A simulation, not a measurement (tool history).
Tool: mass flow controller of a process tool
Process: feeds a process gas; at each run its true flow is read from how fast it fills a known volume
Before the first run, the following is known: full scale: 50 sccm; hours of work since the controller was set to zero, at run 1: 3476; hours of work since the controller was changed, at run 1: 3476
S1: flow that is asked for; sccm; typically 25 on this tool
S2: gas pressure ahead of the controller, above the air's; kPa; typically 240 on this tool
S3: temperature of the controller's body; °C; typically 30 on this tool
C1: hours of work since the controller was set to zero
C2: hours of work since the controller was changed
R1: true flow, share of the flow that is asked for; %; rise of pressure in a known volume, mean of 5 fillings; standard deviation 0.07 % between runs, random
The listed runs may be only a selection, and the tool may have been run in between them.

| run | hour | S1 | S2 | S3 | C1 | C2 | R1 |
|---|---|---|---|---|---|---|---|
| 1 | 0 | 25 | 240 | 30 | 3476 | 3476 | 99.08 |
| 2 | 180.6 | 6 | 240 | 30 | 3593 | 3593 | 98.54 |
| 3 | 401.7 | 27 | 240 | 30 | 3735 | 3735 | 98.86 |
| 4 | 575.3 | 27 | 240 | 30 | 3847 | 3847 | 98.96 |
| 5 | 668.8 | 25 | 240 | 30 | 3907 | 3907 | 98.77 |
| 6 | 867.3 | 25 | 240 | 30 | 4035 | 4035 | 98.72 |
| 7 | 1063 | 25 | 240 | 30 | 4161 | 4161 | 98.77 |
| 8 | 1294.8 | 25 | 171 | 30 | 4311 | 4311 | 99.07 |
| 9 | 1483.9 | 25 | 240 | 34 | 4432 | 4432 | 98.38 |
| 10 | 1584.5 | 25 | 173 | 30 | 4497 | 4497 | 99.02 |
| 11 | 1755.2 | 25 | 173 | 30 | 4607 | 4607 | 98.95 |
| 12 | 1893.8 | 25 | 240 | 30 | 4697 | 4697 | 98.7 |
| 13 | 2055.8 | 25 | 240 | 30 | 4801 | 4801 | 98.73 |
| 14 | 2229.6 | 25 | 240 | 30 | 4913 | 4913 | 98.53 |
| 15 | 2428 | 25 | 240 | 30 | 5041 | 5041 | 98.69 |
| 16 | 2631.2 | 25 | 240 | 24 | 5172 | 5172 | 99.04 |
| 17 | 2759.4 | 25 | 240 | 24 | 5254 | 5254 | 98.98 |
| 18 | 2969.6 | 25 | 240 | 24 | 5390 | 5390 | 99.03 |
| 19 | 3110.3 | 25 | 240 | 24 | 5480 | 5480 | 98.92 |
| 20 | 3335.4 | 25 | 240 | 24 | 5625 | 5625 | 98.92 |
| 21 | 3457.6 | 25 | 240 | 30 | 5704 | 5704 | 98.31 |
| 22 | 3571.7 | 25 | 214 | 30 | 5778 | 5778 | 98.55 |
| 23 | 3747.9 | 25 | 214 | 30 | 5891 | 5891 | 98.48 |
| 24 | 3872.9 | 25 | 214 | 30 | 5972 | 5972 | 98.56 |
| 25 | 4078.8 | 25 | 214 | 30 | 6104 | 6104 | 98.4 |
| 26 | 4261.4 | 25 | 183 | 30 | 6222 | 6222 | 98.49 |
| 27 | 4463.1 | 8 | 264 | 21 | 6352 | 6352 | 98.61 |
| 28 | 4664.2 | 8 | 264 | 21 | 6482 | 6482 | 98.55 |
|  | 4857 | gauge calibrated |
|  | 4860 | controller exchanged for a calibrated one |
| 29 | 4886 | 34 | 278 | 32 | 17 | 17 | 98.74 |
| 30 | 5040.3 | 34 | 278 | 32 | 116 | 116 | 98.7 |
| 31 | 5206.8 | 31 | 268 | 30 | 223 | 223 | 98.88 |
| 32 | 5396.7 | 24 | 249 | 24 | 346 | 346 | 99.3 |
| 33 | 5537.8 | 30 | 143 | 24 | 437 | 437 | 99.99 |
| 34 | 5696.1 | 30 | 143 | 24 | 539 | 539 | 100.07 |
| 35 | 5841.1 | 30 | 143 | 32 | 632 | 632 | 99.21 |
| 36 | 6053.1 | 13 | 145 | 20 | 769 | 769 | 100.04 |
| 37 | 6286.2 | 13 | 145 | 20 | 919 | 919 | 99.79 |
| 38 | 6446.5 | 33 | 162 | 29 | 1022 | 1022 | 99.18 |

Predict the results of run 39:
| 39 | 6643.1 | 11 | 202 | 27 | 1149 | 1149 | ? |

R1: 98.83 %
Were there no unlogged condition in the tool, this run, its random variation unchanged, would have produced R1 99.16 %.
